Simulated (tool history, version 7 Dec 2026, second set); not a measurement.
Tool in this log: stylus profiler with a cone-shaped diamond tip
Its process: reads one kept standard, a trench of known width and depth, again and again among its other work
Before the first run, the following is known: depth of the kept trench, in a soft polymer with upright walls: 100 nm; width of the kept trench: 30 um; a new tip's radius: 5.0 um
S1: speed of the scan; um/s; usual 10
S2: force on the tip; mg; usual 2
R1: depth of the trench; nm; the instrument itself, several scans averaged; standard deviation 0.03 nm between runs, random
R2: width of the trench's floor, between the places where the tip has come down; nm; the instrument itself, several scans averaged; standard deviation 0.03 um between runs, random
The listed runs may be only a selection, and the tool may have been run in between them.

| run | hour | S1 | S2 | R1 | R2 |
|---|---|---|---|---|---|
| 1 | 0 | 10 | 2 | 101.13 | 27780 |
| 2 | 9.4 | 10 | 2 | 101.04 | 27830 |
| 3 | 27 | 10 | 2 | 101.02 | 27780 |
| 4 | 40.7 | 10 | 2 | 101.04 | 27780 |
| 5 | 56 | 10 | 1.37 | 100.84 | 27760 |
| 6 | 70.2 | 10 | 4.17 | 101.77 | 27780 |
| 7 | 84.9 | 7 | 0.69 | 100.53 | 27770 |
| 8 | 97.4 | 8 | 1.03 | 100.74 | 27770 |
| 9 | 110.5 | 3 | 5.35 | 102.1 | 27760 |
| 10 | 126.4 | 3 | 5.35 | 102.15 | 27750 |

Branching from run 10: 5 alternative next runs. What would each branch give?
| A | 135 | 10 | 1.83 | ? | ? |
| B | 135 | 3 | 3.62 | ? | ? |
| C | 135 | 19 | 1.86 | ? | ? |
| D | 135 | 8 | 3.38 | ? | ? |
| E | 135 | 8 | 2 | ? | ? |

| run | R1 | R2 |
|---|---|---|
| A | 101.02 | 27720 |
| B | 101.66 | 27710 |
| C | 101.05 | 27670 |
| D | 101.56 | 27790 |
| E | 101.07 | 27710 |
Stripped of hidden state, with their random variation kept, the same runs would have yielded:
| run | R1 | R2 |
|---|---|---|
| A | 101.01 | 27980 |
| B | 101.65 | 27960 |
| C | 101.04 | 27930 |
| D | 101.56 | 28050 |
| E | 101.06 | 27960 |
